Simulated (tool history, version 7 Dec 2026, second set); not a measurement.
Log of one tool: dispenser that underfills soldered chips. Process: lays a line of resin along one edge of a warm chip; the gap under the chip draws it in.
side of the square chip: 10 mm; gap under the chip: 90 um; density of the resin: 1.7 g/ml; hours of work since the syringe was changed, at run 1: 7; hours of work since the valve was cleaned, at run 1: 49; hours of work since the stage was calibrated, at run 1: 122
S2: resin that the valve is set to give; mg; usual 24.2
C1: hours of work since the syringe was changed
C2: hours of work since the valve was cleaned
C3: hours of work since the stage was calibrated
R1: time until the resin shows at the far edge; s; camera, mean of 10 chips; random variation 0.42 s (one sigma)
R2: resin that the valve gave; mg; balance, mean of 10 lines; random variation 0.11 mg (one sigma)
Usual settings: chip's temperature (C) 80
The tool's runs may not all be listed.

run 1 hour=0 | chip's_temperature_(C)=80 S2=24.2 | C1=7 C2=49 C3=122 | R1=50.5 R2=23.02
run 2 hour=1.9 | chip's_temperature_(C)=80 S2=24.2 | C1=9 C2=51 C3=123 | R1=55.2 R2=23.12
-- hour=4.7 new syringe of resin
run 3 hour=6 | chip's_temperature_(C)=80 S2=24.2 | C1=1 C2=53 C3=126 | R1=32.8 R2=23.18
run 4 hour=8.9 | chip's_temperature_(C)=80 S2=24.2 | C1=3 C2=56 C3=128 | R1=37.3 R2=22.93
run 5 hour=12.8 | chip's_temperature_(C)=80 S2=24.2 | C1=6 C2=58 C3=131 | R1=46.3 R2=22.93
run 6 hour=15.7 | chip's_temperature_(C)=80 S2=24.2 | C1=8 C2=60 C3=133 | R1=53.8 R2=22.96
run 7 hour=18.2 | chip's_temperature_(C)=80 S2=24.2 | C1=10 C2=62 C3=135 | R1=57.7 R2=22.8
-- hour=19.7 new syringe of resin
run 8 hour=20.7 | chip's_temperature_(C)=80 S2=24.2 | C1=1 C2=64 C3=137 | R1=32.3 R2=22.85
run 9 hour=22.7 | chip's_temperature_(C)=80 S2=24.2 | C1=2 C2=65 C3=138 | R1=35 R2=22.71
run 10 hour=25 | chip's_temperature_(C)=80 S2=24.2 | C1=4 C2=67 C3=140 | R1=40.1 R2=22.78
run 11 hour=27.4 | chip's_temperature_(C)=80 S2=24.2 | C1=6 C2=69 C3=141 | R1=44.4 R2=22.81
run 12 hour=29.9 | chip's_temperature_(C)=80 S2=24.2 | C1=7 C2=70 C3=143 | R1=49.3 R2=22.78
run 13 hour=31.9 | chip's_temperature_(C)=80 S2=24.2 | C1=9 C2=72 C3=145 | R1=55.4 R2=22.78
-- hour=34.7 new syringe of resin
run 14 hour=35.7 | chip's_temperature_(C)=80 S2=26.5 | C1=1 C2=74 C3=147 | R1=32.4 R2=24.67
run 15 hour=38.3 | chip's_temperature_(C)=80 S2=26.5 | C1=3 C2=76 C3=149 | R1=35.8 R2=24.76
run 16 hour=42.1 | chip's_temperature_(C)=76 S2=30.6 | C1=5 C2=79 C3=152 | R1=51.8 R2=28.42
run 17 hour=45 | chip's_temperature_(C)=89 S2=30.3 | C1=7 C2=81 C3=154 | R1=33.7 R2=28.16
run 18 hour=47.6 | chip's_temperature_(C)=89 S2=30.3 | C1=9 C2=83 C3=156 | R1=38.2 R2=28.03
-- hour=49.8 new syringe of resin
run 19 hour=49.9 | chip's_temperature_(C)=91 S2=26.4 | C1=0 C2=84 C3=157 | R1=18.9 R2=24.29
run 20 hour=54.3 | chip's_temperature_(C)=91 S2=26.4 | C1=3 C2=88 C3=160 | R1=23.6 R2=24.47
run 21 hour=56.6 | chip's_temperature_(C)=91 S2=26.4 | C1=5 C2=89 C3=162 | R1=25.7 R2=24.34
run 22 hour=60.3 | chip's_temperature_(C)=70 S2=25.7 | C1=8 C2=92 C3=165 | R1=79.2 R2=23.76
run 23 hour=62.9 | chip's_temperature_(C)=70 S2=25.7 | C1=9 C2=94 C3=166 | R1=94.7 R2=23.67
-- hour=64.9 new syringe of resin
run 24 hour=66.2 | chip's_temperature_(C)=70 S2=25.7 | C1=1 C2=96 C3=169 | R1=52.2 R2=23.66
run 25 hour=70.8 | chip's_temperature_(C)=77 S2=22.8 | C1=4 C2=99 C3=172 | R1=47.3 R2=21.02
-- hour=73.8 dispensing valve cleaned and set on the balance
run 26 hour=75.8 | chip's_temperature_(C)=88 S2=28.1 | C1=7 C2=1 C3=175 | R1=34.7 R2=28.13
run 27 hour=79.6 | chip's_temperature_(C)=88 S2=28.1 | C1=10 C2=4 C3=178 | R1=41.8 R2=27.97
-- hour=80.8 new syringe of resin
run 28 hour=83.8 | chip's_temperature_(C)=88 S2=20.8 | C1=2 C2=7 C3=180 | R1=25.3 R2=20.44
run 29 hour=87.5 | chip's_temperature_(C)=88 S2=20.8 | C1=5 C2=10 C3=183 | R1=31 R2=20.63

Forecast each of these 4 alternatives for the next run:
run A hour=89.7 | chip's_temperature_(C)=95 S2=21.6 | C1=6 C2=11 C3=185 | R1=? R2=?
run B hour=89.7 | chip's_temperature_(C)=79 S2=20.8 | C1=6 C2=11 C3=185 | R1=? R2=?
run C hour=89.7 | chip's_temperature_(C)=74 S2=27.4 | C1=6 C2=11 C3=185 | R1=? R2=?
run D hour=89.7 | chip's_temperature_(C)=76 S2=20.8 | C1=6 C2=11 C3=185 | R1=? R2=?

run=A R1=25.4 R2=21.37
run=B R1=50.4 R2=20.57
run=C R1=62.1 R2=27.02
run=D R1=58.6 R2=20.69
Without the tool's hidden state the same runs would have given:
run=A R1=15.9 R2=21.57
run=B R1=31.3 R2=20.77
run=C R1=38.8 R2=27.28
run=D R1=36.7 R2=20.88
